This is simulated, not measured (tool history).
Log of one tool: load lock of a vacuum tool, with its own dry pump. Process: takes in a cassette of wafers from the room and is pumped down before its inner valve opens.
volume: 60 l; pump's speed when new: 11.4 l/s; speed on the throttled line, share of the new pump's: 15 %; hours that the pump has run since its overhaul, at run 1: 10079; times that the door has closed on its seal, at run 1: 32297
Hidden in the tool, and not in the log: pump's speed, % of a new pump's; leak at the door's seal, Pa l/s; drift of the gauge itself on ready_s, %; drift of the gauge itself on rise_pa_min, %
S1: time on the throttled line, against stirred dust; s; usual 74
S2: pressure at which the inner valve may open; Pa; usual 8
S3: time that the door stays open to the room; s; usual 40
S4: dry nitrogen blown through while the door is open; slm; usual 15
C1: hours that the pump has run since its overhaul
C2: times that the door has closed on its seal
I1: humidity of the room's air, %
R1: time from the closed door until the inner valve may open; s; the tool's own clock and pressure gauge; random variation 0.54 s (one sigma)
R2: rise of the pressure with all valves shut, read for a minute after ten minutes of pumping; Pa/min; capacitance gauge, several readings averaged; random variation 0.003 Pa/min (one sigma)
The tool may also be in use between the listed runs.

Run 1, hour 0: usual settings; C1 10079; C2 32297; I1 43.2. Result: R1 119 s, R2 0.476 Pa/min.
Run 2, hour 246.5: usual settings; C1 10326; C2 33417; I1 48.4. Result: R1 118.7 s, R2 0.501 Pa/min.
Run 3, hour 747.8: usual settings; C1 10827; C2 35693; I1 43.6. Result: R1 119.4 s, R2 0.546 Pa/min.
Run 4, hour 1180.6: usual settings; C1 11260; C2 37659; I1 45.8. Result: R1 120.5 s, R2 0.598 Pa/min.
At hour 1296.3: door's seal changed, seat wiped.
Run 5, hour 1627.7: usual settings but S1 71 s; C1 11705; C2 1505; I1 46.6. Result: R1 116.9 s, R2 0.038 Pa/min.
Run 6, hour 1915.5: usual settings but S1 71 s; C1 11993; C2 2812; I1 41.7. Result: R1 117.2 s, R2 0.042 Pa/min.
Run 7, hour 2245.8: usual settings but S1 71 s; C1 12323; C2 4312; I1 44. Result: R1 118.5 s, R2 0.049 Pa/min.
Run 8, hour 2523.3: usual settings but S1 71 s; C1 12601; C2 5572; I1 45.3. Result: R1 118.6 s, R2 0.059 Pa/min.
Run 9, hour 2762.3: usual settings but S1 71 s, S4 13 slm; C1 12840; C2 6658; I1 47. Result: R1 118.1 s, R2 0.072 Pa/min.
Run 10, hour 3026.2: usual settings but S1 71 s, S4 13 slm; C1 13104; C2 7856; I1 44.6. Result: R1 118.3 s, R2 0.081 Pa/min.
Run 11, hour 3476.3: usual settings but S1 71 s, S4 13 slm; C1 13554; C2 9900; I1 43.8. Result: R1 118.6 s, R2 0.099 Pa/min.
Run 12, hour 3791.7: usual settings but S1 71 s, S4 13 slm; C1 13869; C2 11333; I1 44.7. Result: R1 117.9 s, R2 0.113 Pa/min.
Run 13, hour 4078.9: usual settings but S1 71 s, S4 13 slm; C1 14156; C2 12637; I1 44.2. Result: R1 118.4 s, R2 0.124 Pa/min.
Run 14, hour 4401.1: usual settings but S1 71 s, S4 13 slm; C1 14479; C2 14100; I1 39.9. Result: R1 119.9 s, R2 0.127 Pa/min.
Run 15, hour 4661.2: usual settings but S1 71 s, S4 13 slm; C1 14739; C2 15281; I1 41.7. Result: R1 118.8 s, R2 0.152 Pa/min.
Run 16, hour 4967.8: usual settings but S1 71 s, S3 131 s, S4 13 slm; C1 15045; C2 16673; I1 43.2. Result: R1 119.9 s, R2 0.199 Pa/min.
Run 17, hour 5281.9: usual settings but S1 71 s, S3 131 s, S4 13 slm; C1 15359; C2 18100; I1 41.4. Result: R1 119.8 s, R2 0.212 Pa/min.
Run 18, hour 5647.1: usual settings; C1 15725; C2 19759; I1 43.1. Result: R1 122.8 s, R2 0.212 Pa/min.
Run 19, hour 6114.9: usual settings but S2 10 Pa; C1 16192; C2 21883; I1 44.9. Result: R1 120.4 s, R2 0.246 Pa/min.
At hour 6164.6: dry pump taken out, an overhauled one fitted.
Run 20, hour 6443.6: usual settings but S4 29 slm; C1 279; C2 23348; I1 45.3. Result: R1 115 s, R2 0.263 Pa/min.
Run 21, hour 6853: usual settings but S1 38 s, S2 14 Pa, S3 33 s, S4 11 slm; C1 688; C2 25208; I1 43.1. Result: R1 80.3 s, R2 0.295 Pa/min.
Run 22, hour 7216.9: usual settings but S1 38 s, S2 14 Pa, S3 33 s, S4 23 slm; C1 1052; C2 26860; I1 44. Result: R1 80.3 s, R2 0.311 Pa/min.
Run 23, hour 7571.7: usual settings but S2 7 Pa, S3 237 s; C1 1407; C2 28471; I1 42.8. Result: R1 115.2 s, R2 0.398 Pa/min.
Run 24, hour 7922.5: usual settings but S1 80 s, S2 16 Pa, S3 48 s; C1 1758; C2 30065; I1 44.6. Result: R1 116 s, R2 0.38 Pa/min.
Run 25, hour 8347.8: usual settings but S2 6 Pa, S4 6 slm; C1 2183; C2 31996; I1 42.3. Result: R1 116.2 s, R2 0.424 Pa/min.
Run 26, hour 8588.3: usual settings but S1 106 s, S2 13 Pa, S3 174 s, S4 21 slm; C1 2424; C2 33088; I1 40.4. Result: R1 138.7 s, R2 0.474 Pa/min.
Run 27, hour 9069.2: usual settings but S1 85 s, S2 7 Pa, S3 48 s; C1 2905; C2 35272; I1 46.5. Result: R1 124.8 s, R2 0.496 Pa/min.
Run 28, hour 9483.7: usual settings but S1 85 s, S2 7 Pa, S3 48 s; C1 3319; C2 37155; I1 43.2. Result: R1 126.3 s, R2 0.52 Pa/min.
At hour 9688.6: door's seal changed, seat wiped.
Run 29, hour 9772.3: usual settings but S2 16 Pa, S4 11 slm; C1 3606; C2 381; I1 41.8. Result: R1 110.9 s, R2 0.032 Pa/min.
Run 30, hour 10232.8: usual settings but S2 9 Pa, S3 124 s, S4 13 slm; C1 4067; C2 2472; I1 44.6. Result: R1 115.4 s, R2 0.067 Pa/min.
Run 31, hour 10704: usual settings but S1 112 s, S2 15 Pa, S4 31 slm; C1 4538; C2 4612; I1 44.3. Result: R1 144 s, R2 0.041 Pa/min.
Run 32, hour 10946.8: usual settings but S1 112 s, S2 15 Pa, S4 31 slm; C1 4781; C2 5714; I1 45.4. Result: R1 145 s, R2 0.052 Pa/min.
Run 33, hour 11164: usual settings but S1 64 s, S2 15 Pa, S3 44 s, S4 31 slm; C1 4998; C2 6700; I1 47.1. Result: R1 104.4 s, R2 0.057 Pa/min.
Run 34, hour 11528.5: usual settings but S1 139 s, S3 179 s, S4 44 slm; C1 5362; C2 8356; I1 45.9. Result: R1 171.7 s, R2 0.099 Pa/min.
Run 35, hour 11967.6: usual settings but S1 115 s, S2 9 Pa, S3 39 s, S4 17 slm; C1 5801; C2 10350; I1 45.6. Result: R1 150.9 s, R2 0.093 Pa/min.
Run 36, hour 12406.2: usual settings but S1 136 s, S2 9 Pa, S3 39 s, S4 17 slm; C1 6240; C2 12342; I1 46.9. Result: R1 167.3 s, R2 0.116 Pa/min.
Run 37, hour 12778.2: usual settings but S2 15 Pa, S4 31 slm; C1 6612; C2 14031; I1 41.4. Result: R1 113.6 s, R2 0.125 Pa/min.

How the hidden state differs across the entries between the runs, from the last listed run before each to the first after it:
Between runs 4 and 5: door's seal changed, seat wiped (hour 1296.3)
  pump's speed, % of a new pump's: 86.2 -> 85.7; leak at the door's seal, Pa l/s: 0.5729 -> 0.0085
  measured less the result without the state, R1: +6.4 -> +6.6 s; R2: +0.567 -> +0.007 Pa/min
Between runs 19 and 20: dry pump taken out, an overhauled one fitted (hour 6164.6)
  pump's speed, % of a new pump's: 80.1 -> 98; leak at the door's seal, Pa l/s: 0.2156 -> 0.2416
  measured less the result without the state, R1: +9.4 -> +0.8 s; R2: +0.217 -> +0.238 Pa/min
Between runs 28 and 29: door's seal changed, seat wiped (hour 9688.6)
  pump's speed, % of a new pump's: 94.2 -> 93.9; leak at the door's seal, Pa l/s: 0.4979 -> 0.0032
  measured less the result without the state, R1: +2.5 -> +2.2 s; R2: +0.486 -> +0.001 Pa/min

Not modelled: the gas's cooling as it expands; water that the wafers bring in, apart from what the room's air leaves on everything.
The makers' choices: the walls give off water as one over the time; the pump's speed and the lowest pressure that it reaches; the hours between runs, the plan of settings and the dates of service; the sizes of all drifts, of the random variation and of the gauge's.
